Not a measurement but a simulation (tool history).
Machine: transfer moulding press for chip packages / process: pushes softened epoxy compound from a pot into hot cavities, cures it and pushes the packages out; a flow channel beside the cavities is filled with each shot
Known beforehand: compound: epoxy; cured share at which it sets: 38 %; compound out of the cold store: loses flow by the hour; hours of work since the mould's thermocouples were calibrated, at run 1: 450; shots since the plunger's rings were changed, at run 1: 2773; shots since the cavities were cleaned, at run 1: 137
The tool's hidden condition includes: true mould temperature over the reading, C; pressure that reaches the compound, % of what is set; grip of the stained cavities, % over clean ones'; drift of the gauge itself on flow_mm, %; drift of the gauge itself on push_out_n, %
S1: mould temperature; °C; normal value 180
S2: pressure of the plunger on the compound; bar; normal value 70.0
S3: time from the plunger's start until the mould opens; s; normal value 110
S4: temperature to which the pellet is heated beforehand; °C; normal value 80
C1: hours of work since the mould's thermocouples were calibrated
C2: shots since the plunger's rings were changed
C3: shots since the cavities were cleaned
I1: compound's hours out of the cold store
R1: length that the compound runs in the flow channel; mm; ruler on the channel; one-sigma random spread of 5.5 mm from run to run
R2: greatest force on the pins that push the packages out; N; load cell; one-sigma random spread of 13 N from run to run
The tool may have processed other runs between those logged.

run 1 day=0.000 | S1=180 S2=70.0 S3=110 S4=80 | C1=450 C2=2773 C3=137 | I1=22.6 | R1=962 R2=645
run 2 day=1.696 | S1=180 S2=70.0 S3=110 S4=80 | C1=470 C2=3088 C3=452 | I1=18.6 | R1=972 R2=769
-- day=3.108 cavities cleaned with cleaning compound and waxed
run 3 day=3.662 | S1=180 S2=70.0 S3=110 S4=80 | C1=492 C2=3442 C3=103 | I1=20.3 | R1=963 R2=631
run 4 day=6.467 | S1=180 S2=70.0 S3=110 S4=80 | C1=525 C2=3962 C3=623 | I1=24.3 | R1=950 R2=798
-- day=6.812 cavities cleaned with cleaning compound and waxed
-- day=8.850 plunger's sealing rings changed
run 5 day=9.542 | S1=179 S2=70.0 S3=110 S4=80 | C1=560 C2=129 C3=488 | I1=10.6 | R1=1035 R2=856
-- day=10.688 cavities cleaned with cleaning compound and waxed
run 6 day=12.004 | S1=179 S2=70.0 S3=110 S4=80 | C1=588 C2=575 C3=245 | I1=19.2 | R1=985 R2=740
-- day=14.325 cavities cleaned with cleaning compound and waxed
run 7 day=15.958 | S1=180 S2=70.0 S3=110 S4=75 | C1=634 C2=1297 C3=303 | I1=35.8 | R1=942 R2=707
-- day=18.000 cavities cleaned with cleaning compound and waxed
run 8 day=19.842 | S1=180 S2=70.0 S3=110 S4=75 | C1=679 C2=2006 C3=341 | I1=41.4 | R1=917 R2=713
-- day=21.762 cavities cleaned with cleaning compound and waxed
run 9 day=22.375 | S1=180 S2=70.0 S3=110 S4=80 | C1=709 C2=2465 C3=113 | I1=27.8 | R1=937 R2=629
run 10 day=24.358 | S1=177 S2=70.0 S3=110 S4=80 | C1=732 C2=2833 C3=481 | I1=34.0 | R1=947 R2=911
-- day=25.483 cavities cleaned with cleaning compound and waxed
run 11 day=27.288 | S1=177 S2=70.0 S3=110 S4=80 | C1=766 C2=3365 C3=334 | I1=19.1 | R1=983 R2=933
-- day=29.200 cavities cleaned with cleaning compound and waxed
run 12 day=30.862 | S1=177 S2=70.0 S3=110 S4=80 | C1=807 C2=4017 C3=308 | I1=24.9 | R1=966 R2=840
-- day=32.892 plunger's sealing rings changed
-- day=32.954 cavities cleaned with cleaning compound and waxed
run 13 day=33.171 | S1=177 S2=70.0 S3=110 S4=84 | C1=833 C2=39 C3=39 | I1=24.2 | R1=994 R2=729
-- day=35.125 mould's thermocouples calibrated
run 14 day=35.238 | S1=177 S2=70.0 S3=110 S4=85 | C1=1 C2=408 C3=408 | I1=30.7 | R1=981 R2=834
-- day=36.662 cavities cleaned with cleaning compound and waxed
run 15 day=38.538 | S1=177 S2=70.0 S3=110 S4=85 | C1=40 C2=1009 C3=348 | I1=29.9 | R1=971 R2=848
-- day=40.562 cavities cleaned with cleaning compound and waxed
run 16 day=42.604 | S1=177 S2=70.0 S3=110 S4=85 | C1=87 C2=1753 C3=380 | I1=9.0 | R1=1010 R2=896
-- day=44.204 cavities cleaned with cleaning compound and waxed
run 17 day=45.012 | S1=178 S2=80.3 S3=95 S4=83 | C1=115 C2=2188 C3=150 | I1=12.2 | R1=1069 R2=1008
-- day=47.929 cavities cleaned with cleaning compound and waxed
run 18 day=49.075 | S1=173 S2=70.0 S3=129 S4=80 | C1=162 C2=2930 C3=212 | I1=34.4 | R1=972 R2=722
run 19 day=51.283 | S1=180 S2=70.0 S3=110 S4=87 | C1=188 C2=3341 C3=623 | I1=44.8 | R1=900 R2=737
-- day=51.583 cavities cleaned with cleaning compound and waxed
run 20 day=53.371 | S1=172 S2=73.4 S3=100 S4=80 | C1=212 C2=3716 C3=332 | I1=25.4 | R1=1018 R2=1574
-- day=55.312 cavities cleaned with cleaning compound and waxed
-- day=56.188 mould's thermocouples calibrated, once more
run 21 day=56.188 | S1=185 S2=66.8 S3=110 S4=80 | C1=0 C2=4212 C3=147 | I1=25.2 | R1=899 R2=546
-- day=57.296 plunger's sealing rings changed
-- day=59.308 cavities cleaned with cleaning compound and waxed
run 22 day=59.308 | S1=183 S2=70.0 S3=112 S4=80 | C1=35 C2=363 C3=0 | I1=12.5 | R1=993 R2=501
run 23 day=61.021 | S1=183 S2=70.0 S3=112 S4=80 | C1=55 C2=680 C3=317 | I1=22.1 | R1=965 R2=602
-- day=63.138 cavities cleaned with cleaning compound and waxed
run 24 day=64.042 | S1=183 S2=70.0 S3=112 S4=80 | C1=90 C2=1229 C3=167 | I1=30.3 | R1=944 R2=538
-- day=66.800 cavities cleaned with cleaning compound and waxed
run 25 day=66.825 | S1=177 S2=70.0 S3=112 S4=71 | C1=122 C2=1734 C3=4 | I1=23.0 | R1=993 R2=733
run 26 day=70.088 | S1=186 S2=60.9 S3=110 S4=76 | C1=161 C2=2341 C3=611 | I1=45.7 | R1=814 R2=599
-- day=70.421 cavities cleaned with cleaning compound and waxed
run 27 day=73.204 | S1=186 S2=60.9 S3=110 S4=76 | C1=197 C2=2907 C3=516 | I1=18.4 | R1=883 R2=613
-- day=74.154 cavities cleaned with cleaning compound and waxed
run 28 day=76.858 | S1=186 S2=60.9 S3=110 S4=76 | C1=240 C2=3574 C3=502 | I1=26.8 | R1=856 R2=587

3 options for the next run, each taken on its own from the tool as it stands now. Forecast them:
-- day=77.875 cavities cleaned with cleaning compound and waxed
run A day=78.658 | S1=180 S2=70.0 S3=102 S4=80 | C1=260 C2=3897 C3=146 | I1=27.6 | R1=? R2=?
-- day=77.875 cavities cleaned with cleaning compound and waxed
run B day=78.658 | S1=173 S2=69.6 S3=110 S4=85 | C1=260 C2=3897 C3=146 | I1=34.8 | R1=? R2=?
-- day=77.875 cavities cleaned with cleaning compound and waxed
run C day=78.658 | S1=186 S2=70.0 S3=110 S4=80 | C1=260 C2=3897 C3=146 | I1=34.3 | R1=? R2=?

run=A R1=942 R2=775
run=B R1=963 R2=1143
run=C R1=891 R2=499
Without the tool's unlogged condition, the same runs would have read:
run=A R1=981 R2=724
run=B R1=1004 R2=1066
run=C R1=928 R2=451

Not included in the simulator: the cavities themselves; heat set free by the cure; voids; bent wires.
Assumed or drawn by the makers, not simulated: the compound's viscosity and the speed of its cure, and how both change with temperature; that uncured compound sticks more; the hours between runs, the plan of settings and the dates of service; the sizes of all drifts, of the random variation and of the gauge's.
